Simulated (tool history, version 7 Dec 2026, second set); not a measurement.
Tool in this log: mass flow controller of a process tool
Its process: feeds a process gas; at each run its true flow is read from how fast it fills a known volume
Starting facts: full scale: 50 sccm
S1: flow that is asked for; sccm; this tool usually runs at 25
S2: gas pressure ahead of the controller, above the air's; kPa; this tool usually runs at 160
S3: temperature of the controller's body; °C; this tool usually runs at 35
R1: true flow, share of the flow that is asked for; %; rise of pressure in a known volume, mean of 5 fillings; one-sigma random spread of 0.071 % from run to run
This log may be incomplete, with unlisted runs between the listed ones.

run	hour	S1	S2	S3	R1
1	0.0	25	160	35	98.35
2	166.6	25	160	35	98.22
3	352.5	25	160	35	98.21
4	516.3	25	160	35	98.29
5	688.5	25	160	35	98.24
6	929.1	25	160	35	98.24
7	1157.3	25	160	35	98.14
8	1291.3	25	160	35	98.28
9	1428.0	25	160	35	98.14
10	1642.0	25	160	35	98.08
11	1892.5	25	160	35	98.24
12	2103.9	41	160	35	98.38
13	2310.3	41	160	35	98.34
14	2458.8	41	160	23	98.53
15	2707.0	41	160	23	98.57
16	2976.0	7	225	31	98.61
17	3213.4	38	207	28	98.23
18	3434.5	14	160	35	98.30
19	3683.1	6	233	22	99.13
20	3859.1	25	181	35	97.95
21	3983.4	9	206	39	98.30
22	4246.2	9	258	28	98.43
23	4458.9	9	157	36	98.62
24	4709.0	43	157	36	98.14
25	4919.7	43	157	36	98.24
26	5036.7	15	238	35	97.85
27	5308.6	25	198	29	97.97

How would selected steps in R1 from run to run divide? Give the signed amount a tool lacking its hidden state would still show from settings, what came in and random variation, and the signed amount left for the hidden state, including any gauge scatter that is not in both of the compared results.
Hidden state present: flow at rest that the sensor doesn't see, % of full scale; true flow over the shown one, %; drift of the gauge itself on true_pct, %.
Run 18 -> 19: S1 14 -> 6, S2 160 -> 233, S3 35 -> 22. R1 +0.83 %: hidden state +1.09, all else -0.26.
Run 19 -> 20: S1 6 -> 25, S2 233 -> 181, S3 22 -> 35. R1 -1.18 %: hidden state -1.46, all else +0.28.
Run 23 -> 24: S1 9 -> 43. R1 -0.48 %: hidden state -1.19, all else +0.71.
